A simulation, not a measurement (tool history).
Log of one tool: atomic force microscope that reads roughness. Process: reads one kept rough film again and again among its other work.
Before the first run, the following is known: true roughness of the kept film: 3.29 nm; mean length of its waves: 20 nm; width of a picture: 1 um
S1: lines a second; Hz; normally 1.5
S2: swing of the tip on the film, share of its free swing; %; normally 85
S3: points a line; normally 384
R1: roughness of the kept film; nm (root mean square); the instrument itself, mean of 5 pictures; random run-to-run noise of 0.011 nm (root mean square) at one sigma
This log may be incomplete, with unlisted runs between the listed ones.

run   hour    S1  S2   S3     R1
  1      0   1.5  85  384  2.451
  2      6  0.54  85  384  2.549
  3     14   0.8  85  384  2.529
  4   20.6   0.8  85  384  2.512
  5   24.5   1.5  55  384  2.596
  6   30.6   1.5  55  384    2.6
  7   37.3  1.58  85  384  2.435
  8   43.4   1.5  85  620  2.468
  9   49.8  1.71  85  384  2.392
      52.8  -- new tip fitted
 10     56  1.71  85  384  2.422
 11   60.7  1.71  85  384  2.429
 12   67.9  1.71  85  384  2.427
 13   74.8  1.71  85  384  2.416
 14   83.7  1.71  85  384  2.417
 15   90.5  1.71  85  384   2.42
 16   94.4  1.71  85  384  2.411
 17  102.1  1.71  85  384  2.414
 18  109.9  1.71  85  384  2.418
 19  115.4  2.15  58  845  2.592
 20  123.2  1.92  61  384   2.57
 21  130.2  1.92  61  384  2.561
     136.1  -- new tip fitted
 22  139.3  1.92  61  384  2.562
 23  146.3  1.69  85  258  2.373
 24  154.9   1.5  85  541  2.467
 25    159   1.5  85  541  2.467
 26  168.1   1.5  85  541  2.459
 27  176.2   1.5  80  384  2.488
 28  180.6  2.25  58  256  2.529
 29  188.1  2.25  58  256  2.533

Forecast each of these 4 alternatives for the next run:
  A  194.6   1.5  69  335   ?
  B  194.6  2.25  60  256   ?
  C  194.6   1.5  85  667   ?
  D  194.6   1.5  85  485   ?

run     R1
  A  2.539
  B  2.504
  C  2.473
  D  2.473
With no hidden state in the tool, these same runs would have given:
run     R1
  A  2.543
  B  2.508
  C  2.477
  D  2.477
